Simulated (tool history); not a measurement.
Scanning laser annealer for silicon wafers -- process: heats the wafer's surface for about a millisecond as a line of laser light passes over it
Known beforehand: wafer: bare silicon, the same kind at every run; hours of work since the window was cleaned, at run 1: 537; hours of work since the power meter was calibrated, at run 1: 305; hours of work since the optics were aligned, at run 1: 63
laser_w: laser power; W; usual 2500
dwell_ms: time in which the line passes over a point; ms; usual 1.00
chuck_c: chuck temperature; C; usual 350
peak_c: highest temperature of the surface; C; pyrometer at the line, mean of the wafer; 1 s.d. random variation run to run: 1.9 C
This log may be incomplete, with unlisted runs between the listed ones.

run	hour	laser_w	dwell_ms	chuck_c	hours of work since the window was cleaned	hours of work since the power meter was calibrated	hours of work since the optics were aligned	peak_c
1	0.0	2500	1.00	350	537	305	63	1167
2	7.4	2500	1.01	350	542	310	68	1168
3	14.0	2500	1.01	350	546	315	72	1167
4	25.4	2500	1.23	350	554	322	80	1258
5	34.2	2500	1.23	350	560	328	86	1260
6	42.7	2500	1.23	350	566	334	91	1259
7	50.9	2500	1.23	350	571	339	97	1257
8	61.3	2500	1.23	350	578	346	104	1255
9	71.4	2500	1.00	359	585	353	110	1173
10	84.2	2179	1.00	350	593	362	119	1046
11	94.0	2179	1.00	350	600	368	126	1048
12	103.4	2162	1.00	350	606	374	132	1040
13	115.6	2162	1.00	350	614	383	140	1040
14	124.8	2162	1.00	350	620	389	146	1040
15	136.6	2162	1.00	350	628	397	154	1040
# hour 148.6: window over the wafer cleaned
16	150.2	2162	1.00	350	1	404	162	1059
17	160.4	2162	1.00	350	8	411	169	1059

Run 18 comes next. What will it give?
18	171.9	2162	0.98	345	16	419	176	?

peak_c: 1045 C
With no hidden state in the tool, this same run would have given peak_c 1046 C.
